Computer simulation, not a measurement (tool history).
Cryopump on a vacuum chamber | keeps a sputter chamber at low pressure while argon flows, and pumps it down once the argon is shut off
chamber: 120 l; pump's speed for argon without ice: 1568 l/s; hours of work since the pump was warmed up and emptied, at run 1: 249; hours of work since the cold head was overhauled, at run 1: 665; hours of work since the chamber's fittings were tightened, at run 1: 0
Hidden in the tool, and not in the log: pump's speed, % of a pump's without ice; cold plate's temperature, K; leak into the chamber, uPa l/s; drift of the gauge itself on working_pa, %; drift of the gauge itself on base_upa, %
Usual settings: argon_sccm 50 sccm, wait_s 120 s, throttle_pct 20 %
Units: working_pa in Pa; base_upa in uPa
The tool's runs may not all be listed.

run     day  argon_sccm  wait_s  throttle_pct  hours of work since the pump was warmed up and emptied  hours of work since the cold head was overhauled  hours of work since the chamber's fittings were tightened  working_pa  base_upa
  1       0          50     120            20                                                     249                                               665                                                          0      0.2831      0.67
  2   1.554          50     120            20                                                     265                                               682                                                         17      0.2824       0.7
  3   2.496          50     120            20                                                     276                                               692                                                         27      0.2856       0.7
  4   4.167          98     120            20                                                     294                                               710                                                         45      0.5609      0.72
  5   5.171          50     283            20                                                     305                                               721                                                         56      0.2865      0.51
  6   6.817          94     283            20                                                     322                                               739                                                         74      0.5369      0.58
  7   8.096          52     120            20                                                     336                                               753                                                         88      0.2994      0.87
  8   9.429          52     120            20                                                     351                                               767                                                        102      0.2999      0.93
  9  10.517          50     120            20                                                     362                                               779                                                        114      0.2867       0.9
 10  12.017          50     120            20                                                     379                                               795                                                        130      0.2906      0.93
 11  13.442          50     120            60                                                     394                                               811                                                        146      0.1102      1.01
 12   14.75          50     120            20                                                     408                                               825                                                        160      0.2908      1.02
     15.096  -- pump warmed up, emptied and cooled again
 13  15.638          50     120            20                                                       6                                               832                                                        167      0.2687      0.88
 14  16.358          50      37            20                                                      14                                               840                                                        175      0.2728      1.76
 15  17.933          50      37            20                                                      31                                               857                                                        192      0.2722      1.84
 16  19.158          50     120            20                                                      44                                               870                                                        205      0.2713      0.96
 17  19.962          50     120            20                                                      53                                               879                                                        214       0.272      0.95
 18  20.733          50     120            20                                                      61                                               887                                                        222      0.2704      0.99
 19  21.421          50      34            25                                                      68                                               895                                                        230      0.2192      1.92
 20  22.746          50     295            20                                                      83                                               909                                                        244      0.2726      0.77
 21  23.433          51     101            21                                                      90                                               917                                                        251      0.2669      1.13
 22  24.979          27     101            29                                                     107                                               933                                                        268      0.1024      1.13
 23  25.783          27     101            29                                                     116                                               942                                                        277      0.1051      1.14
 24   26.85          50     120            29                                                     127                                               954                                                        288      0.1918      1.06
 25  27.858          57      31            38                                                     138                                               964                                                        299      0.1685       2.3
 26    28.7          57      31            38                                                     147                                               974                                                        308      0.1696      2.27
 27  29.838          67      40            32                                                     160                                               986                                                        321       0.236      1.92
 28  31.329          67      40            32                                                     176                                              1002                                                        337      0.2387      2.02
 29  32.875          67      40            32                                                     192                                              1019                                                        354       0.237      1.99
 30  34.129          55      40            18                                                     206                                              1032                                                        367      0.3415      2.04
 31  35.667          29     185            29                                                     223                                              1049                                                        384      0.1135      1.17
 32   36.85          73     120            29                                                     236                                              1062                                                        397      0.2888      1.33
 33  37.988          63     250            44                                                     248                                              1074                                                        409      0.1701      1.15

Forecast each of these 5 alternatives for the next run:
  A  39.658          63     250            22                                                     266                                              1092                                                        427           ?         ?
  B  39.658          50     108            20                                                     266                                              1092                                                        427           ?         ?
  C  39.658          50     216            52                                                     266                                              1092                                                        427           ?         ?
  D  39.658          63      21            16                                                     266                                              1092                                                        427           ?         ?
  E  39.658          63      34            31                                                     266                                              1092                                                        427           ?         ?

run  working_pa  base_upa
  A      0.3266      1.22
  B      0.2803      1.45
  C      0.1153      1.21
  D      0.4409      3.17
  E      0.2356       2.4
Without the tool's hidden state the same runs would have given:
run  working_pa  base_upa
  A      0.3103      0.38
  B      0.2676      0.64
  C      0.1025      0.37
  D      0.4246      2.36
  E      0.2194      1.57
